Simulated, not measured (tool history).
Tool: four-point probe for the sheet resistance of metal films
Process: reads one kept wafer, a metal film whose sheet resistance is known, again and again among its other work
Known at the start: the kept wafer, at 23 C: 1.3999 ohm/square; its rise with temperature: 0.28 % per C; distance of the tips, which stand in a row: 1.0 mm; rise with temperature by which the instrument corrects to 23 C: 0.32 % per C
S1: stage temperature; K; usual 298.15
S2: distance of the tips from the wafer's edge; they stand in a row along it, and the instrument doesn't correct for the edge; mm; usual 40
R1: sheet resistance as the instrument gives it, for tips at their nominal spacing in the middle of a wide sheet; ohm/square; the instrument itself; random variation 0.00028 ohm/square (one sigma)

run	hour	S1	S2	R1
1	0.0	298.15	40	1.401396
2	22.5	298.15	25	1.402516
3	37.6	298.15	25	1.402817
4	51.6	298.15	25	1.402475
5	64.5	298.15	72	1.401184
6	81.4	298.15	72	1.401865
7	103.9	298.15	72	1.401446
8	123.0	298.15	72	1.401740
# hour 133.5: stage's thermometer calibrated
9	140.3	298.15	72	1.402845
10	159.4	298.15	72	1.403014
11	173.5	298.15	72	1.403117
12	185.8	298.15	72	1.402937
13	206.1	298.15	72	1.403181
14	221.0	298.15	72	1.402593
15	245.1	298.15	72	1.402942
16	264.2	291.15	40	1.406991
17	285.5	298.15	40	1.403357
18	296.4	298.15	40	1.403283
19	310.0	298.15	40	1.403803
20	329.4	298.15	40	1.403912
21	349.7	298.15	40	1.403839
22	375.4	292.15	40	1.406642
23	392.8	298.15	4	1.448724
24	417.1	298.15	4	1.448812
25	429.3	307.15	7	1.414332
26	453.9	302.15	19	1.404073
27	473.8	304.15	7	1.415726
28	494.6	304.15	7	1.416144
29	509.1	308.15	40	1.399856
30	523.5	293.15	28	1.406943
31	534.0	303.15	28	1.402389
32	546.6	303.15	28	1.402239
33	566.7	302.15	13	1.406263
34	592.8	291.15	12	1.412724
35	603.2	296.15	7	1.420112
36	619.7	296.15	7	1.420131
37	638.8	305.15	40	1.401564
38	650.8	299.15	5	1.433392
39	664.5	300.15	40	1.403410
40	687.6	307.15	4	1.445322
41	713.7	306.15	4	1.445518
42	729.6	303.15	4	1.446892
43	751.7	303.15	4	1.447250
44	773.4	303.15	4	1.447241
45	784.4	299.15	15	1.406883
46	809.2	299.15	15	1.407153

The same runs without the tool's hidden state, with the same run-to-run variation:
The hidden state here: inner tips' distance over the nominal, %; tips' flats over new ones', %; wafer's true temperature over the reading, C; drift of the gauge itself on sheet_ohm, %.
run	R1
1	1.399222
2	1.400287
3	1.400552
4	1.400174
5	1.398853
6	1.399492
7	1.399016
8	1.399264
9	1.399020
10	1.399140
11	1.399210
12	1.399001
13	1.399202
14	1.398580
15	1.398878
16	1.402856
17	1.399185
18	1.399082
19	1.399569
20	1.399625
21	1.399500
22	1.402224
23	1.444148
24	1.444172
25	1.409773
26	1.399473
27	1.411039
28	1.411406
29	1.395135
30	1.402151
31	1.397599
32	1.397422
33	1.401380
34	1.407756
35	1.415095
36	1.415077
37	1.396536
38	1.428218
39	1.398306
40	1.440024
41	1.440154
42	1.441483
43	1.441781
44	1.441715
45	1.401469
46	1.401678
